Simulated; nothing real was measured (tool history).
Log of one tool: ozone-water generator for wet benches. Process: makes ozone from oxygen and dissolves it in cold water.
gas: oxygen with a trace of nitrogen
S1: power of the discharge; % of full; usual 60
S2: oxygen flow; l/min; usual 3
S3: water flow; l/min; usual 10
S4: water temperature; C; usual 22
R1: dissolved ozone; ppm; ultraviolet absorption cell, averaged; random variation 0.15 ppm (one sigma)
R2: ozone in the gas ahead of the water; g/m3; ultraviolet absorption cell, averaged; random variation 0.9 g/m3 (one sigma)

run,hour,S1,S2,S3,S4,R1,R2
1,0,60,3,10,22,17.3,149.3
2,61.7,60,3,10,18,18.4,147.2
3,161.4,60,3,10,18,18.4,148.2
4,235.9,60,3,10,22,17.2,145.6
5,308.9,60,3,10,22,17.5,146.7
6,407.7,60,1.55,10,22,16.1,201.3
7,476.1,62,3,10,22,17.7,151.5
8,545.8,62,3,10,22,17.4,150.9
9,618.5,62,3,10,22,17.5,149.9
10,672.5,62,3,10,22,17.6,149.9
11,731.1,60,3,10,14,19.3,145.3
12,785.6,60,3,10,14,19.4,146.7
13,854,60,3.63,10,14,19.5,133.4
14,894.9,60,3.63,10,29,14.8,133.7
15,993,60,3.63,16,29,10.3,133
16,1058.2,60,3,10,22,17,145.9
17,1123.3,45,3,13,22,10.9,117.7
18,1176.3,46,2.58,10,22,13.9,126.9
19,1237.2,40,2.58,9,22,13.3,112.8
# hour 1248.7: contactor cleaned
20,1333.3,40,2.58,9,22,13.2,114.3
21,1418.4,40,2.58,9,22,12.9,114.8
22,1462.3,47,3,10,18,14.9,121.1
23,1508.3,70,2.91,10,16,20.6,165.8
# hour 1558.3: contactor cleaned, once more
24,1589.9,70,2.91,10,16,21.4,165.1
25,1649.9,70,2.91,10,16,21.3,163.9
26,1738.4,70,2.91,10,16,21.5,163.8
27,1800.6,60,3,13,29,12.6,145.1
28,1849.4,50,5.06,7,15,20.8,96.9
29,1896,50,5.06,7,15,20.7,99.1
30,1949.2,50,5.06,7,15,20.7,99.5
31,2039.2,60,3,11,22,16.2,144.9
32,2124.5,66,3,10,22,18.5,154.9

3 ways to go on from here, each from the tool as it stands after run 32. What would each give?
A,2182.2,44,2.45,15,22,?,?
B,2182.2,54,3.35,11,22,?,?
C,2182.2,60,3,9,22,?,?

run,R1,R2
A,9.3,125.4
B,14.7,125.5
C,18.2,142.6
Without the tool's hidden state the same runs would have given:
run,R1,R2
A,9.6,128.7
B,15.3,129.7
C,19,147.9
